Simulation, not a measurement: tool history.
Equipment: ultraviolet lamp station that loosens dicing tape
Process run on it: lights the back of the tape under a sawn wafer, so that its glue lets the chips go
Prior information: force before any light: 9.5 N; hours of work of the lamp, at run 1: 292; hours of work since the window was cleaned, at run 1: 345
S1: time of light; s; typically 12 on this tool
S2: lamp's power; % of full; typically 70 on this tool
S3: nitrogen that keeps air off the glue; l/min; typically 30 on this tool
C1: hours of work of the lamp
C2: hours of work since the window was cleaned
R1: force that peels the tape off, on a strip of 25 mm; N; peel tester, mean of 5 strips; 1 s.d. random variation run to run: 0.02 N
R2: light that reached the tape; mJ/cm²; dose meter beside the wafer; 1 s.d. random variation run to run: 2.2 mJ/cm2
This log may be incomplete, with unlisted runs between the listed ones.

run   hour  S1  S2  S3   C1   C2     R1   R2
  1    0.0  12  70  30  292  345  1.124  179
  2   11.6  12  70  12  297  350  1.964  182
  3   23.7  12  91  30  302  355  0.670  239
  4   39.8  12  91  30  310  363  0.666  237
  5   53.6  12  70  30  316  369  1.119  179
  6   67.6  12  70  30  322  375  1.076  180
  7   81.8  12  70  30  328  381  1.114  180
  8   93.3  12  70  30  333  386  1.094  175
  9  101.1  12  70  30  337  390  1.153  181
 10  116.5  12  70  30  344  397  1.114  179
 11  134.2  12  70  19  352  405  1.442  181
 12  144.3  10  70  19  356  409  2.036  149
     145.6  -- window cleaned of glue's vapour
 13  157.3  10  70  19  362    5  2.090  150
 14  170.0  10  70  19  367   11  2.113  148
 15  181.7  12  70  30  372   16  1.157  177
     188.9  -- window cleaned of glue's vapour, once more
 16  192.9  12  70  30  377    2  1.046  188
 17  202.6  14  70  30  382    6  0.769  213
 18  219.5  14  70  30  389   14  0.824  217
 19  236.2  14  70  30  396   21  0.760  215
 20  250.9  16  70  30  403   28  0.613  246
 21  264.8  16  70  11  409   34  1.256  246
 22  282.1  16  70  11  417   41  1.272  240
 23  297.0  16  70  11  424   48  1.295  241
 24  314.8  16  70  11  431   56  1.289  246
 25  323.1  12  85  16  435   60  1.230  221
 26  336.5   7  97  59  441   66  1.069  148
 27  353.2   7  71  24  448   73  2.754  109
 28  361.0  12  66  27  452   77  1.295  172
 29  378.5  13  70  26  460   84  1.036  196
 30  387.7  14  62  26  464   88  1.155  190
 31  398.8  14  62  26  469   93  1.151  186
 32  409.7  16  70  12  474   98  1.236  238
 33  423.6  12  61  30  480  104  1.372  159
 34  431.7  16  78  34  483  108  0.469  271
 35  444.7  21  73  14  489  114  0.612  325
 36  461.4  21  73  14  497  121  0.608  325
 37  478.1  17  70  30  504  129  0.568  254
 38  493.5  13  80  27  511  135  0.808  224
 39  502.7  17  80  14  515  140  0.789  289
 40  513.3  15  70  40  520  144  0.639  225
 41  523.7  12  70  14  524  149  1.870  176
 42  536.4  21  70  48  530  155  0.327  311
 43  552.2  21  70  48  537  162  0.326  312
 44  561.5  22  70   9  541  166  0.882  326

Measured minus without-hidden-state, run by run (identical run-to-run variation in each term; gauge scatter may differ):
Hidden state at play: lamp's light, % of a new lamp's; light that the window lets through, % of a clean one's; drift of the gauge itself on peel_n, %; drift of the gauge itself on dose_mj_cm2, %.
run      R1   R2
  1  +0.155  -15
  2  +0.221  -15
  3  +0.098  -19
  4  +0.100  -20
  5  +0.162  -16
  6  +0.159  -16
  7  +0.166  -16
  8  +0.166  -16
  9  +0.176  -16
 10  +0.173  -16
 11  +0.208  -17
 12  +0.263  -14
 13  +0.292  -16
 14  +0.299  -16
 15  +0.205  -19
 16  +0.112  -11
 17  +0.087  -14
 18  +0.094  -14
 19  +0.091  -14
 20  +0.072  -17
 21  +0.142  -16
 22  +0.147  -17
 23  +0.153  -17
 24  +0.155  -18
 25  +0.153  -17
 26  +0.138  -11
 27  +0.240   -8
 28  +0.165  -13
 29  +0.141  -16
 30  +0.156  -16
 31  +0.158  -15
 32  +0.167  -20
 33  +0.182  -13
 34  +0.064  -23
 35  +0.090  -29
 36  +0.092  -29
 37  +0.088  -23
 38  +0.128  -20
 39  +0.128  -27
 40  +0.100  -21
 41  +0.249  -17
 42  +0.031  -31
 43  +0.030  -30
 44  +0.150  -32

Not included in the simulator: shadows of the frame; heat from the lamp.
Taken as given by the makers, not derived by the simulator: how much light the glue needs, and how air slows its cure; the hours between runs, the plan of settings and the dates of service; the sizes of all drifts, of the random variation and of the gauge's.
